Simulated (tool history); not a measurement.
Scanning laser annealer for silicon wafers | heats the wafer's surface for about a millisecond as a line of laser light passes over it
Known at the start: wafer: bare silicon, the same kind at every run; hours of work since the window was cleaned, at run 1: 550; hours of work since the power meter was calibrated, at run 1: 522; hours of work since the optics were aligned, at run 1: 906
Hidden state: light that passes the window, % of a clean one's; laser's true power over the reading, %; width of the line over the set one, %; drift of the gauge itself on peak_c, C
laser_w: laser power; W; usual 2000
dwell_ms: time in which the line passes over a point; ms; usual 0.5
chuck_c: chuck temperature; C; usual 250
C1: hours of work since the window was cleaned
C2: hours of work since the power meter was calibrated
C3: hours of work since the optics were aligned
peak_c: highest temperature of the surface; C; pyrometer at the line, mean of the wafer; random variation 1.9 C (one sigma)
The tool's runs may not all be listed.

run 1 hour=0 | laser_w=2000 dwell_ms=0.5 chuck_c=250 | C1=550 C2=522 C3=906 | peak_c=1081
run 2 hour=16.4 | laser_w=2000 dwell_ms=0.5 chuck_c=250 | C1=562 C2=534 C3=918 | peak_c=1084
run 3 hour=44.3 | laser_w=2000 dwell_ms=0.5 chuck_c=250 | C1=582 C2=554 C3=939 | peak_c=1082
run 4 hour=69.6 | laser_w=2198 dwell_ms=0.5 chuck_c=250 | C1=600 C2=573 C3=957 | peak_c=1177
run 5 hour=90.8 | laser_w=2198 dwell_ms=0.5 chuck_c=250 | C1=616 C2=588 C3=972 | peak_c=1177
-- hour=101.6 window over the wafer cleaned
run 6 hour=111.2 | laser_w=2000 dwell_ms=0.485 chuck_c=250 | C1=7 C2=602 C3=986 | peak_c=1071
run 7 hour=129.7 | laser_w=2000 dwell_ms=0.485 chuck_c=258 | C1=20 C2=615 C3=999 | peak_c=1080
run 8 hour=143.3 | laser_w=2000 dwell_ms=0.553 chuck_c=250 | C1=30 C2=625 C3=1009 | peak_c=1131
run 9 hour=162 | laser_w=2000 dwell_ms=0.5 chuck_c=271 | C1=44 C2=639 C3=1023 | peak_c=1102
run 10 hour=181.2 | laser_w=2000 dwell_ms=0.5 chuck_c=259 | C1=58 C2=653 C3=1037 | peak_c=1094
run 11 hour=207.4 | laser_w=2000 dwell_ms=0.437 chuck_c=250 | C1=77 C2=672 C3=1056 | peak_c=1030
run 12 hour=228.6 | laser_w=2000 dwell_ms=0.437 chuck_c=250 | C1=93 C2=688 C3=1072 | peak_c=1025
run 13 hour=248.6 | laser_w=2000 dwell_ms=0.437 chuck_c=250 | C1=107 C2=702 C3=1086 | peak_c=1022
run 14 hour=262.7 | laser_w=2000 dwell_ms=0.5 chuck_c=250 | C1=118 C2=712 C3=1096 | peak_c=1084
run 15 hour=283.6 | laser_w=2000 dwell_ms=0.5 chuck_c=250 | C1=133 C2=728 C3=1112 | peak_c=1087
run 16 hour=300.2 | laser_w=1939 dwell_ms=0.5 chuck_c=258 | C1=145 C2=740 C3=1124 | peak_c=1063
run 17 hour=315.3 | laser_w=1939 dwell_ms=0.5 chuck_c=258 | C1=156 C2=751 C3=1135 | peak_c=1064
run 18 hour=334.8 | laser_w=1764 dwell_ms=0.5 chuck_c=258 | C1=170 C2=765 C3=1149 | peak_c=982
run 19 hour=358.9 | laser_w=1764 dwell_ms=0.5 chuck_c=258 | C1=188 C2=783 C3=1167 | peak_c=986
run 20 hour=375.5 | laser_w=1764 dwell_ms=0.5 chuck_c=258 | C1=200 C2=795 C3=1179 | peak_c=983
run 21 hour=391.5 | laser_w=1833 dwell_ms=0.594 chuck_c=284 | C1=212 C2=806 C3=1191 | peak_c=1119
run 22 hour=412.5 | laser_w=1888 dwell_ms=0.594 chuck_c=233 | C1=227 C2=822 C3=1206 | peak_c=1095
run 23 hour=426.7 | laser_w=1812 dwell_ms=0.468 chuck_c=241 | C1=237 C2=832 C3=1216 | peak_c=964
run 24 hour=450.6 | laser_w=1812 dwell_ms=0.468 chuck_c=241 | C1=255 C2=850 C3=1234 | peak_c=964
run 25 hour=469 | laser_w=1746 dwell_ms=0.5 chuck_c=270 | C1=268 C2=863 C3=1247 | peak_c=990
run 26 hour=483.9 | laser_w=2000 dwell_ms=0.5 chuck_c=273 | C1=279 C2=874 C3=1258 | peak_c=1108
run 27 hour=509.3 | laser_w=2000 dwell_ms=0.5 chuck_c=273 | C1=298 C2=892 C3=1276 | peak_c=1107
run 28 hour=529.9 | laser_w=2000 dwell_ms=0.5 chuck_c=273 | C1=313 C2=907 C3=1291 | peak_c=1107
run 29 hour=556.4 | laser_w=1967 dwell_ms=0.5 chuck_c=210 | C1=332 C2=927 C3=1311 | peak_c=1031
run 30 hour=584.4 | laser_w=1967 dwell_ms=0.5 chuck_c=210 | C1=352 C2=947 C3=1331 | peak_c=1031

Forecast each of these 4 alternatives for the next run:
run A hour=610.3 | laser_w=1932 dwell_ms=0.5 chuck_c=210 | C1=371 C2=966 C3=1350 | peak_c=?
run B hour=610.3 | laser_w=2019 dwell_ms=0.414 chuck_c=272 | C1=371 C2=966 C3=1350 | peak_c=?
run C hour=610.3 | laser_w=2093 dwell_ms=0.5 chuck_c=250 | C1=371 C2=966 C3=1350 | peak_c=?
run D hour=610.3 | laser_w=2185 dwell_ms=0.604 chuck_c=278 | C1=371 C2=966 C3=1350 | peak_c=?

run=A peak_c=1013
run=B peak_c=1031
run=C peak_c=1131
run=D peak_c=1305
Without the tool's hidden state the same runs would have given:
run=A peak_c=1014
run=B peak_c=1032
run=C peak_c=1133
run=D peak_c=1306
